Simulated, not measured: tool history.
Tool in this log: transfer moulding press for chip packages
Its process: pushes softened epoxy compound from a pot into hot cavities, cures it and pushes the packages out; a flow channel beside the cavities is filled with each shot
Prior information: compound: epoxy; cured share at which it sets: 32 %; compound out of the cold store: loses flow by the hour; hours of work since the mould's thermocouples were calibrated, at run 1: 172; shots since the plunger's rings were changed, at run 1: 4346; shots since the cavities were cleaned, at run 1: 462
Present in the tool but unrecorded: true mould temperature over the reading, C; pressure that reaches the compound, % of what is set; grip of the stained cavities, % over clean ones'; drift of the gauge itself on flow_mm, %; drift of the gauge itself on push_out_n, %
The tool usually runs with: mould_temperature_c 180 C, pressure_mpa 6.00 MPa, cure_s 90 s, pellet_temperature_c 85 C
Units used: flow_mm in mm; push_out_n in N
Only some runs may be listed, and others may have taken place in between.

run	hour	mould_temperature_c	pressure_mpa	cure_s	pellet_temperature_c	hours of work since the mould's thermocouples were calibrated	shots since the plunger's rings were changed	shots since the cavities were cleaned	incoming compound's hours out of the cold store	flow_mm	push_out_n
1	0.0	180	6.00	90	85	172	4346	462	26.7	773	846
2	11.1	180	6.00	90	85	179	4493	609	20.5	811	864
# hour 21.5: cavities cleaned with cleaning compound and waxed
3	31.2	180	6.44	90	85	192	4738	128	26.0	800	581
4	47.4	180	6.44	90	85	203	4952	342	41.6	728	753
5	57.2	187	6.00	90	85	209	5082	472	44.6	682	798
6	74.8	187	6.00	90	85	221	5316	706	43.4	681	840
# hour 78.1: cavities cleaned with cleaning compound and waxed
# hour 85.2: plunger's sealing rings changed
7	89.8	180	6.00	90	85	229	61	121	20.3	852	595
8	108.4	180	6.00	90	85	241	307	367	14.4	875	776
9	119.9	181	6.00	90	85	249	459	519	37.5	765	811
# hour 137.2: cavities cleaned with cleaning compound and waxed
10	139.8	181	6.00	90	85	262	703	35	43.5	737	469
11	159.2	181	6.00	90	85	275	959	291	39.6	759	698
12	173.4	180	6.00	90	85	285	1147	479	21.9	827	781
# hour 193.1: cavities cleaned with cleaning compound and waxed
13	193.1	176	6.00	90	85	297	1387	0	39.9	752	464
14	211.4	180	6.00	90	85	309	1629	242	22.3	809	691
15	227.0	180	4.60	90	85	320	1835	448	20.4	719	827
16	237.1	176	6.00	90	85	327	1970	583	37.8	771	871
# hour 248.5: cavities cleaned with cleaning compound and waxed
17	260.6	176	6.00	90	85	342	2259	160	33.5	779	648
18	276.6	176	6.00	90	85	353	2471	372	47.6	722	813
19	289.6	180	7.11	90	80	361	2643	544	24.0	878	841
# hour 303.7: cavities cleaned with cleaning compound and waxed
20	310.7	180	6.00	75	88	375	2902	92	25.6	803	630
21	332.0	180	6.00	90	92	389	3184	374	44.7	714	746
22	341.4	175	6.00	90	83	396	3308	498	44.4	740	864
23	352.2	175	6.00	96	89	403	3451	641	35.0	765	906
# hour 360.1: cavities cleaned with cleaning compound and waxed
24	375.9	175	6.00	96	89	418	3744	208	40.8	729	685
25	386.0	176	5.31	96	89	425	3878	342	31.6	728	777
26	396.9	176	5.31	96	89	432	4022	486	44.7	672	799
# hour 416.4: cavities cleaned with cleaning compound and waxed
27	419.7	176	5.31	96	89	447	4304	44	42.2	678	528
28	434.7	176	5.31	96	89	457	4502	242	19.8	763	708
29	449.1	185	6.95	96	89	467	4693	433	44.2	744	785

Consider 3 possible next runs. They are alternatives, not a sequence: every one starts from the tool as it was left by run 29. What does each give?
A	461.5	185	6.95	91	89	475	4856	596	45.5	?	?
B	461.5	185	6.95	84	91	475	4856	596	13.3	?	?
C	461.5	180	6.15	101	85	475	4856	596	16.9	?	?

run	flow_mm	push_out_n
A	730	815
B	876	838
C	826	832
Stripped of hidden state, with their random variation kept, the same runs would have yielded:
run	flow_mm	push_out_n
A	774	417
B	929	429
C	877	429
